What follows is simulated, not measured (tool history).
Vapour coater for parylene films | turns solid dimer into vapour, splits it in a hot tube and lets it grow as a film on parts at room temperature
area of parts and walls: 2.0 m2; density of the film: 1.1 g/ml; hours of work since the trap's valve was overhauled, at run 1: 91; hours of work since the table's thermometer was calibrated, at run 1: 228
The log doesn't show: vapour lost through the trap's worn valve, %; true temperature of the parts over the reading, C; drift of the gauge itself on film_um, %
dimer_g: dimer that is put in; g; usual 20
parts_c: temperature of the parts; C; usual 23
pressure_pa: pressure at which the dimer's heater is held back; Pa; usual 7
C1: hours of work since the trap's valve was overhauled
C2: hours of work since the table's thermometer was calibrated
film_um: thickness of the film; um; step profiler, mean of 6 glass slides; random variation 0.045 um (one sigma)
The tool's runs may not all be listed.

run 1 hour=0 | dimer_g=20 parts_c=23 pressure_pa=7 | C1=91 C2=228 | film_um=5.05
run 2 hour=29.5 | dimer_g=20 parts_c=23 pressure_pa=7 | C1=104 C2=240 | film_um=5.04
run 3 hour=52.4 | dimer_g=20 parts_c=23 pressure_pa=7 | C1=113 C2=250 | film_um=5.13
run 4 hour=69.8 | dimer_g=20 parts_c=23 pressure_pa=7 | C1=120 C2=257 | film_um=4.94
run 5 hour=92.3 | dimer_g=20 parts_c=23 pressure_pa=7 | C1=130 C2=267 | film_um=4.93
run 6 hour=108.3 | dimer_g=20 parts_c=23 pressure_pa=7 | C1=137 C2=273 | film_um=4.92
run 7 hour=140.2 | dimer_g=20 parts_c=23 pressure_pa=7 | C1=150 C2=287 | film_um=4.98
run 8 hour=176.4 | dimer_g=20 parts_c=23 pressure_pa=7 | C1=165 C2=302 | film_um=5.07
run 9 hour=201.7 | dimer_g=20 parts_c=23 pressure_pa=7 | C1=176 C2=312 | film_um=4.95
run 10 hour=236.4 | dimer_g=20 parts_c=23 pressure_pa=7 | C1=190 C2=327 | film_um=4.95
run 11 hour=261.7 | dimer_g=20 parts_c=23 pressure_pa=7 | C1=201 C2=338 | film_um=4.95
run 12 hour=295.3 | dimer_g=20 parts_c=23 pressure_pa=7 | C1=215 C2=352 | film_um=4.95
run 13 hour=324.3 | dimer_g=20 parts_c=29 pressure_pa=2.31 | C1=227 C2=364 | film_um=4.8
run 14 hour=352.7 | dimer_g=20 parts_c=23 pressure_pa=10.4 | C1=239 C2=376 | film_um=4.88
run 15 hour=372.7 | dimer_g=10 parts_c=17 pressure_pa=2.02 | C1=247 C2=384 | film_um=2.89
run 16 hour=392.5 | dimer_g=20 parts_c=23 pressure_pa=2.13 | C1=256 C2=392 | film_um=5.26
run 17 hour=425.2 | dimer_g=15 parts_c=17 pressure_pa=2.73 | C1=269 C2=406 | film_um=4.33
run 18 hour=443.8 | dimer_g=20 parts_c=23 pressure_pa=11.63 | C1=277 C2=414 | film_um=4.81
run 19 hour=471.6 | dimer_g=31 parts_c=23 pressure_pa=5.34 | C1=289 C2=426 | film_um=7.74
run 20 hour=499.5 | dimer_g=31 parts_c=23 pressure_pa=5.34 | C1=300 C2=437 | film_um=7.71
run 21 hour=525.5 | dimer_g=31 parts_c=23 pressure_pa=5.34 | C1=311 C2=448 | film_um=7.82
run 22 hour=551.9 | dimer_g=31 parts_c=30 pressure_pa=5.99 | C1=322 C2=459 | film_um=6.7
run 23 hour=574.7 | dimer_g=32 parts_c=20 pressure_pa=5.99 | C1=332 C2=469 | film_um=8.23
run 24 hour=594.1 | dimer_g=32 parts_c=22 pressure_pa=5.99 | C1=340 C2=477 | film_um=7.95

Forecast each of these 4 alternatives for the next run:
run A hour=619.3 | dimer_g=32 parts_c=35 pressure_pa=5.86 | C1=351 C2=487 | film_um=?
run B hour=619.3 | dimer_g=11 parts_c=18 pressure_pa=5.99 | C1=351 C2=487 | film_um=?
run C hour=619.3 | dimer_g=10 parts_c=22 pressure_pa=5.99 | C1=351 C2=487 | film_um=?
run D hour=619.3 | dimer_g=30 parts_c=20 pressure_pa=8.6 | C1=351 C2=487 | film_um=?

run=A film_um=6.35
run=B film_um=2.97
run=C film_um=2.51
run=D film_um=7.69
Without the tool's hidden state the same runs would have given:
run=A film_um=6.63
run=B film_um=3.1
run=C film_um=2.61
run=D film_um=8.03

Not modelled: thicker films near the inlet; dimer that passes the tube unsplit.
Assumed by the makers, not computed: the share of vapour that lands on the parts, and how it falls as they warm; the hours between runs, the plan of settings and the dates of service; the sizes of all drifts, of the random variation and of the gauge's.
